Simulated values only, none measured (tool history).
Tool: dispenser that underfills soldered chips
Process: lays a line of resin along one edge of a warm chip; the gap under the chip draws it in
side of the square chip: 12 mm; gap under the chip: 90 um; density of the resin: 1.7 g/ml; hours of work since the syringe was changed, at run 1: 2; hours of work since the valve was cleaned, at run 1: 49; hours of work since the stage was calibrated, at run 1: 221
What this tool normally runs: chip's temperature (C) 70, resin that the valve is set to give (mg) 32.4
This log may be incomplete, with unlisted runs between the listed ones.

| run | hour | chip's temperature (C) | resin that the valve is set to give (mg) | hours of work since the syringe was changed | hours of work since the valve was cleaned | hours of work since the stage was calibrated | time until the resin shows at the far edge (s) | resin that the valve gave (mg) |
|---|---|---|---|---|---|---|---|---|
| 1 | 0.0 | 70 | 32.4 | 2 | 49 | 221 | 42.4 | 31.46 |
|  | 10.3 | new syringe of resin |
| 2 | 10.3 | 70 | 32.4 | 0 | 55 | 227 | 38.9 | 31.18 |
|  | 24.3 | new syringe of resin |
| 3 | 24.3 | 70 | 28.1 | 0 | 64 | 236 | 40.9 | 26.86 |
| 4 | 35.4 | 70 | 28.1 | 7 | 70 | 242 | 54.7 | 26.76 |
|  | 38.8 | new syringe of resin |
| 5 | 48.1 | 56 | 28.1 | 6 | 78 | 250 | 83.3 | 26.67 |
|  | 53.3 | new syringe of resin |
| 6 | 55.8 | 58 | 32.4 | 1 | 83 | 254 | 63.6 | 30.65 |
| 7 | 62.7 | 69 | 32.4 | 6 | 87 | 259 | 50.9 | 30.70 |
|  | 67.2 | new syringe of resin |
| 8 | 77.7 | 70 | 32.4 | 6 | 96 | 268 | 52.9 | 30.29 |
|  | 81.0 | new syringe of resin |
| 9 | 87.5 | 70 | 30.2 | 4 | 102 | 273 | 47.5 | 28.15 |
|  | 95.4 | new syringe of resin |
| 10 | 101.7 | 70 | 30.2 | 4 | 110 | 282 | 47.2 | 28.15 |
|  | 109.5 | new syringe of resin |
| 11 | 112.9 | 70 | 36.7 | 2 | 117 | 289 | 41.1 | 33.98 |
|  | 123.6 | new syringe of resin |
| 12 | 127.5 | 70 | 32.4 | 2 | 125 | 297 | 43.8 | 29.94 |
|  | 137.3 | dispensing valve cleaned and set on the balance |
| 13 | 137.3 | 70 | 32.4 | 8 | 0 | 303 | 53.2 | 32.52 |
|  | 139.1 | new syringe of resin |
| 14 | 144.9 | 74 | 29.6 | 4 | 4 | 307 | 40.9 | 29.78 |
| 15 | 151.8 | 59 | 34.3 | 8 | 9 | 311 | 77.9 | 34.08 |
|  | 153.1 | new syringe of resin |
| 16 | 159.2 | 59 | 34.3 | 4 | 13 | 316 | 65.1 | 34.12 |
|  | 167.1 | new syringe of resin |
| 17 | 169.3 | 78 | 36.5 | 1 | 19 | 322 | 31.2 | 36.42 |
|  | 181.0 | new syringe of resin |
| 18 | 182.1 | 78 | 36.5 | 1 | 27 | 329 | 29.6 | 35.93 |
| 19 | 190.5 | 78 | 36.5 | 6 | 32 | 334 | 38.3 | 35.95 |
|  | 195.4 | new syringe of resin |
| 20 | 198.6 | 82 | 39.3 | 2 | 36 | 339 | 28.0 | 38.16 |
|  | 209.4 | new syringe of resin |
| 21 | 211.9 | 65 | 30.1 | 1 | 44 | 347 | 48.9 | 29.12 |

What does the tool deliver on the next run?
|  | 224.3 | new syringe of resin |
| 22 | 225.1 | 62 | 32.4 | 1 | 52 | 355 | ? | ? |

time until the resin shows at the far edge (s): 51.5
resin that the valve gave (mg): 31.51
With no hidden state in the tool, this same run would have given time until the resin shows at the far edge (s) 53.5, resin that the valve gave (mg) 32.52.

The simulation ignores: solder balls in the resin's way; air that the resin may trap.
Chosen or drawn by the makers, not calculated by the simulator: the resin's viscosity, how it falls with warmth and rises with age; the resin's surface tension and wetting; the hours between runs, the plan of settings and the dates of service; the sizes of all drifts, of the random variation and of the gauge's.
